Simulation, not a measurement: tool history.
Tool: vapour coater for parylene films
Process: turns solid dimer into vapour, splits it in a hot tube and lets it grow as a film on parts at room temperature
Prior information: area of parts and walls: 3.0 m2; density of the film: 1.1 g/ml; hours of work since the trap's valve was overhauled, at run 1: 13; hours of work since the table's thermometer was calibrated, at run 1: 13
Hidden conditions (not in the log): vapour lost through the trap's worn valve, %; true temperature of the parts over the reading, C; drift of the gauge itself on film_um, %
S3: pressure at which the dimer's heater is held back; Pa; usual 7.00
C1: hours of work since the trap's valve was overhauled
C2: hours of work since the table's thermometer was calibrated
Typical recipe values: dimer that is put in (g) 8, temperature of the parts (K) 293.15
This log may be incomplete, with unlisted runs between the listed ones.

{"run": 1, "hour": 0.0, "dimer that is put in (g)": 8, "temperature of the parts (K)": 293.15, "S3": 7.0, "C1": 13, "C2": 13, "thickness of the film (µm)": 1.17}
{"run": 2, "hour": 14.1, "dimer that is put in (g)": 8, "temperature of the parts (K)": 293.15, "S3": 7.0, "C1": 22, "C2": 22, "thickness of the film (µm)": 1.16}
{"run": 3, "hour": 24.8, "dimer that is put in (g)": 8, "temperature of the parts (K)": 293.15, "S3": 7.21, "C1": 29, "C2": 29, "thickness of the film (µm)": 1.15}
{"run": 4, "hour": 41.3, "dimer that is put in (g)": 10, "temperature of the parts (K)": 293.15, "S3": 7.0, "C1": 39, "C2": 39, "thickness of the film (µm)": 1.42}
{"run": 5, "hour": 48.9, "dimer that is put in (g)": 10, "temperature of the parts (K)": 293.15, "S3": 7.0, "C1": 44, "C2": 44, "thickness of the film (µm)": 1.41}
{"run": 6, "hour": 58.4, "dimer that is put in (g)": 8, "temperature of the parts (K)": 293.15, "S3": 3.66, "C1": 50, "C2": 50, "thickness of the film (µm)": 1.31}
{"run": 7, "hour": 73.1, "dimer that is put in (g)": 8, "temperature of the parts (K)": 293.15, "S3": 7.0, "C1": 59, "C2": 59, "thickness of the film (µm)": 1.16}
{"run": 8, "hour": 84.1, "dimer that is put in (g)": 8, "temperature of the parts (K)": 300.15, "S3": 7.0, "C1": 66, "C2": 66, "thickness of the film (µm)": 0.93}
{"run": 9, "hour": 96.4, "dimer that is put in (g)": 8, "temperature of the parts (K)": 300.15, "S3": 7.0, "C1": 74, "C2": 74, "thickness of the film (µm)": 0.92}
{"run": 10, "hour": 113.2, "dimer that is put in (g)": 8, "temperature of the parts (K)": 293.15, "S3": 7.0, "C1": 84, "C2": 84, "thickness of the film (µm)": 1.11}
{"run": 11, "hour": 130.9, "dimer that is put in (g)": 13, "temperature of the parts (K)": 301.15, "S3": 4.16, "C1": 95, "C2": 95, "thickness of the film (µm)": 1.69}
{"run": 12, "hour": 141.4, "dimer that is put in (g)": 13, "temperature of the parts (K)": 301.15, "S3": 4.16, "C1": 102, "C2": 102, "thickness of the film (µm)": 1.65}
{"run": 13, "hour": 160.1, "dimer that is put in (g)": 3, "temperature of the parts (K)": 289.15, "S3": 7.0, "C1": 113, "C2": 113, "thickness of the film (µm)": 0.44}
{"run": 14, "hour": 171.0, "dimer that is put in (g)": 8, "temperature of the parts (K)": 288.15, "S3": 6.55, "C1": 120, "C2": 120, "thickness of the film (µm)": 1.27}
{"run": 15, "hour": 188.1, "dimer that is put in (g)": 8, "temperature of the parts (K)": 288.15, "S3": 6.55, "C1": 131, "C2": 131, "thickness of the film (µm)": 1.29}
{"run": 16, "hour": 205.4, "dimer that is put in (g)": 12, "temperature of the parts (K)": 302.15, "S3": 10.14, "C1": 142, "C2": 142, "thickness of the film (µm)": 1.21}
{"run": 17, "hour": 214.0, "dimer that is put in (g)": 12, "temperature of the parts (K)": 302.15, "S3": 10.14, "C1": 147, "C2": 147, "thickness of the film (µm)": 1.17}
{"run": 18, "hour": 231.6, "dimer that is put in (g)": 7, "temperature of the parts (K)": 294.15, "S3": 10.14, "C1": 158, "C2": 158, "thickness of the film (µm)": 0.84}
{"run": 19, "hour": 239.6, "dimer that is put in (g)": 5, "temperature of the parts (K)": 291.15, "S3": 3.17, "C1": 163, "C2": 163, "thickness of the film (µm)": 0.87}
{"run": 20, "hour": 257.2, "dimer that is put in (g)": 5, "temperature of the parts (K)": 291.15, "S3": 5.6, "C1": 174, "C2": 174, "thickness of the film (µm)": 0.78}

Consider 3 possible next runs. They are alternatives, not a sequence: every one starts from the tool as it was left by run 20. What does each give?
{"run": "A", "hour": 275.6, "dimer that is put in (g)": 4, "temperature of the parts (K)": 291.15, "S3": 5.6, "C1": 186, "C2": 186, "thickness of the film (µm)": "?"}
{"run": "B", "hour": 275.6, "dimer that is put in (g)": 8, "temperature of the parts (K)": 293.15, "S3": 5.5, "C1": 186, "C2": 186, "thickness of the film (µm)": "?"}
{"run": "C", "hour": 275.6, "dimer that is put in (g)": 3, "temperature of the parts (K)": 292.15, "S3": 3.22, "C1": 186, "C2": 186, "thickness of the film (µm)": "?"}

run=A thickness_of_the_film_(µm)=0.59
run=B thickness_of_the_film_(µm)=1.14
run=C thickness_of_the_film_(µm)=0.50
Stripped of hidden state, with their random variation kept, the same runs would have yielded:
run=A thickness_of_the_film_(µm)=0.65
run=B thickness_of_the_film_(µm)=1.24
run=C thickness_of_the_film_(µm)=0.54

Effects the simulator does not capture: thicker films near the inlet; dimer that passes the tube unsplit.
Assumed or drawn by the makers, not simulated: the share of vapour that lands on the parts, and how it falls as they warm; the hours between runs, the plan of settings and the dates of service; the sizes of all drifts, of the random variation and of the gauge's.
